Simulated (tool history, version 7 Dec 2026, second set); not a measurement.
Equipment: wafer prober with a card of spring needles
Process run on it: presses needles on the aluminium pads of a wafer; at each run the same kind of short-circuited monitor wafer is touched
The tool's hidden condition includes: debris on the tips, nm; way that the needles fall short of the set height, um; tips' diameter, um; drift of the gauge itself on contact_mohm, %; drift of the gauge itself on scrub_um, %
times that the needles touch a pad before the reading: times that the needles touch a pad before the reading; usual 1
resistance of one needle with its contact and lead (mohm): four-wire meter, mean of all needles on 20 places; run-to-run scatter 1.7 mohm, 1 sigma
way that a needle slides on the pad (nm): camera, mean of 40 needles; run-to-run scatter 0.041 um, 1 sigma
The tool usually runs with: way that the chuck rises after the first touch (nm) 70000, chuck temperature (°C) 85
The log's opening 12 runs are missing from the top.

| run | hour | way that the chuck rises after the first touch (nm) | chuck temperature (°C) | times that the needles touch a pad before the reading | touches since the tips were cleaned | cleanings since the card got new needles | touches since the first contact's height was set | resistance of one needle with its contact and lead (mohm) | way that a needle slides on the pad (nm) |
|---|---|---|---|---|---|---|---|---|---|
|  | 161.2 | tips cleaned on abrasive film |
| 13 | 166.9 | 70000 | 31 | 1 | 1208 | 44 | 28609 | 188 | 18710 |
|  | 177.5 | tips cleaned on abrasive film |
| 14 | 181.9 | 70000 | 113 | 1 | 935 | 45 | 31760 | 199 | 18650 |
|  | 195 | tips cleaned on abrasive film |
| 15 | 201.1 | 70000 | 113 | 1 | 1297 | 46 | 35799 | 206 | 18610 |
|  | 211.2 | tips cleaned on abrasive film |
| 16 | 215.1 | 70000 | 113 | 1 | 824 | 47 | 38742 | 197 | 18530 |
|  | 228.2 | tips cleaned on abrasive film |
| 17 | 236.3 | 70000 | 113 | 1 | 1711 | 48 | 43207 | 212 | 18590 |
|  | 245 | tips cleaned on abrasive film |
| 18 | 252.6 | 70000 | 113 | 1 | 1607 | 49 | 46639 | 205 | 18560 |
|  | 262.1 | tips cleaned on abrasive film |
| 19 | 273.5 | 59000 | 84 | 2 | 2413 | 50 | 51049 | 204 | 15440 |
|  | 278.8 | tips cleaned on abrasive film |
| 20 | 282.9 | 59000 | 84 | 2 | 876 | 51 | 53018 | 197 | 15530 |
|  | 295.3 | tips cleaned on abrasive film |
| 21 | 299.8 | 59000 | 84 | 2 | 945 | 52 | 56570 | 194 | 15490 |
|  | 312.2 | tips cleaned on abrasive film |
| 22 | 321 | 77000 | 69 | 2 | 1879 | 53 | 61050 | 187 | 20370 |
|  | 328.4 | tips cleaned on abrasive film |
| 23 | 338.7 | 59000 | 85 | 1 | 2182 | 54 | 64768 | 223 | 15360 |
|  | 344.8 | tips cleaned on abrasive film |
| 24 | 348.3 | 59000 | 85 | 1 | 740 | 55 | 66779 | 202 | 15420 |
| 25 | 360.1 | 59000 | 85 | 2 | 3248 | 55 | 69287 | 207 | 15410 |
|  | 361.4 | tips cleaned on abrasive film |
| 26 | 374.5 | 70000 | 40 | 3 | 2769 | 56 | 72311 | 183 | 18350 |
|  | 377.7 | tips cleaned on abrasive film |
| 27 | 390.5 | 55000 | 25 | 2 | 2712 | 57 | 75683 | 204 | 14240 |
|  | 393.9 | tips cleaned on abrasive film |
| 28 | 403.9 | 55000 | 25 | 2 | 2130 | 58 | 78493 | 199 | 14260 |
|  | 409.9 | tips cleaned on abrasive film |
| 29 | 424.9 | 55000 | 25 | 2 | 3178 | 59 | 82922 | 201 | 14230 |
|  | 426.6 | tips cleaned on abrasive film |
| 30 | 437.5 | 74000 | 85 | 3 | 2313 | 60 | 85558 | 186 | 19350 |
|  | 443.7 | tips cleaned on abrasive film |
| 31 | 456.2 | 75000 | 55 | 1 | 2628 | 61 | 89492 | 201 | 19530 |
|  | 460.8 | tips cleaned on abrasive film |
| 32 | 475 | 75000 | 97 | 1 | 3003 | 62 | 93454 | 208 | 19500 |

5 options for the next run, each taken on its own from the tool as it stands now. Forecast them:
|  | 478.2 | tips cleaned on abrasive film |
| A | 487 | 55000 | 39 | 1 | 1868 | 63 | 95983 | ? | ? |
|  | 478.2 | tips cleaned on abrasive film |
| B | 487 | 78000 | 34 | 1 | 1868 | 63 | 95983 | ? | ? |
|  | 478.2 | tips cleaned on abrasive film |
| C | 487 | 75000 | 27 | 3 | 1868 | 63 | 95983 | ? | ? |
|  | 478.2 | tips cleaned on abrasive film |
| D | 487 | 62000 | 70 | 2 | 1868 | 63 | 95983 | ? | ? |
|  | 478.2 | tips cleaned on abrasive film |
| E | 487 | 75000 | 43 | 1 | 1868 | 63 | 95983 | ? | ? |

| run | resistance of one needle with its contact and lead (mohm) | way that a needle slides on the pad (nm) |
|---|---|---|
| A | 219 | 14120 |
| B | 192 | 20300 |
| C | 177 | 19590 |
| D | 201 | 15990 |
| E | 195 | 19530 |
Stripped of hidden state, with their random variation kept, the same runs would have yielded:
| run | resistance of one needle with its contact and lead (mohm) | way that a needle slides on the pad (nm) |
|---|---|---|
| A | 171 | 14850 |
| B | 165 | 21020 |
| C | 165 | 20320 |
| D | 178 | 16720 |
| E | 166 | 20270 |

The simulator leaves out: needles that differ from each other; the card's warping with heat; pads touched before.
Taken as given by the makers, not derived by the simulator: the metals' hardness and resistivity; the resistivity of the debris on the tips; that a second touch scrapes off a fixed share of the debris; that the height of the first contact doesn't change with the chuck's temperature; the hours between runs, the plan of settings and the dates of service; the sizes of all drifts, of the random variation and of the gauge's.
